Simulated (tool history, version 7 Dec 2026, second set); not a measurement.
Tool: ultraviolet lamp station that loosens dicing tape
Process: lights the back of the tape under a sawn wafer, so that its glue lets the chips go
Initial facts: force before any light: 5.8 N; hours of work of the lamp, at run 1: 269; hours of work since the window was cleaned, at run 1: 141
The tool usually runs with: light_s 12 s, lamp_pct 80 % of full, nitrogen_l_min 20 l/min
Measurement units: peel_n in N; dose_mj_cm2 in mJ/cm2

run    hour  light_s  lamp_pct  nitrogen_l_min  hours of work of the lamp  hours of work since the window was cleaned  peel_n  dose_mj_cm2
  1       0       12        80              20                        269                                         141   0.789          478
  2    48.5       12        80              25                        291                                         163   0.716          474
  3   101.2       23        80              25                        314                                         187   0.283          888
  4   144.5       23        72              25                        334                                         206   0.317          785
  5     169        7        80              20                        345                                         217   1.844          268
  6   218.1        7        80              20                        367                                         239   1.895          262
  7   269.4        7        80              20                        390                                         262   1.834          256
  8   301.7       12        80              20                        405                                         277   0.956          433
  9   344.3       12        80              20                        424                                         296   0.958          436
 10     383       12        80              20                        441                                         313   0.967          425
 11     415       12        80              20                        455                                         328   1.021          418
        438  -- window cleaned of glue's vapour
 12   462.9       12        80              20                        477                                          11   0.783          480
 13   508.2       12        80              20                        497                                          32   0.833          469
 14   547.4        7        80              20                        515                                          49    1.72          275
 15   574.1       18        80              20                        527                                          61    0.44          689
 16   626.2       12        71              20                        550                                          85   1.046          403
 17   666.9       12        63              20                        568                                         103   1.287          353
 18   698.3       12        63              20                        582                                         117   1.289          353
 19   742.6       16        80              20                        602                                         137   0.569          582
 20   769.2       16        80              20                        614                                         149   0.594          582
 21   822.2       16        80              20                        638                                         173   0.614          565
 22   863.5        7        73              38                        657                                         191   1.659          228
 23   885.2        7        73              38                        666                                         201   1.671          227
 24   920.4       12        72              20                        682                                         217   1.208          377
 25   946.8       12        72              20                        694                                         229   1.246          371
 26   972.4       15        72               9                        706                                         240   1.414          457
 27    1026        8        80               8                        730                                         264   2.505          267
 28  1065.4       12        80              14                        747                                         282   1.349          398
 29  1109.6       12        80              14                        767                                         302   1.321          393
 30  1156.3       16        79              37                        788                                         323   0.533          510
 31  1189.2       16        79              37                        803                                         338   0.518          497
     1193.5  -- window cleaned of glue's vapour
 32  1223.3       11        80              20                        818                                          13   1.057          390
 33    1264       11        80              20                        836                                          32   1.103          391
 34  1302.9       12        63              11                        854                                          49   1.894          333
 35  1355.8       12        63              11                        878                                          73   1.909          325
 36  1404.5       12        63              28                        900                                          95   1.199          321
 37  1438.7       12        63              28                        915                                         110   1.235          313
 38  1481.8       12        63              28                        934                                         130   1.279          308
 39  1533.6       16        63              28                        958                                         153   0.869          415
 40  1577.1       13        91              12                        977                                         172   1.143          475
 41  1614.1       13        91              12                        994                                         189   1.137          472
 42    1645       13        91              12                       1008                                         203   1.147          458

Forecast each of these 5 alternatives for the next run:
  A  1675.7       17        74              39                       1021                                         217       ?            ?
  B  1675.7       14        98              21                       1021                                         217       ?            ?
  C  1675.7       13        74              26                       1021                                         217       ?            ?
  D  1675.7       13        91              12                       1021                                         217       ?            ?
  E  1675.7       22        71              20                       1021                                         217       ?            ?

run  peel_n  dose_mj_cm2
  A   0.524          483
  B   0.654          532
  C   1.032          375
  D   1.172          456
  E   0.557          609
With no hidden state in the tool, these same runs would have given:
run  peel_n  dose_mj_cm2
  A   0.296          714
  B   0.353          785
  C   0.542          553
  D   0.629          674
  E   0.314          897

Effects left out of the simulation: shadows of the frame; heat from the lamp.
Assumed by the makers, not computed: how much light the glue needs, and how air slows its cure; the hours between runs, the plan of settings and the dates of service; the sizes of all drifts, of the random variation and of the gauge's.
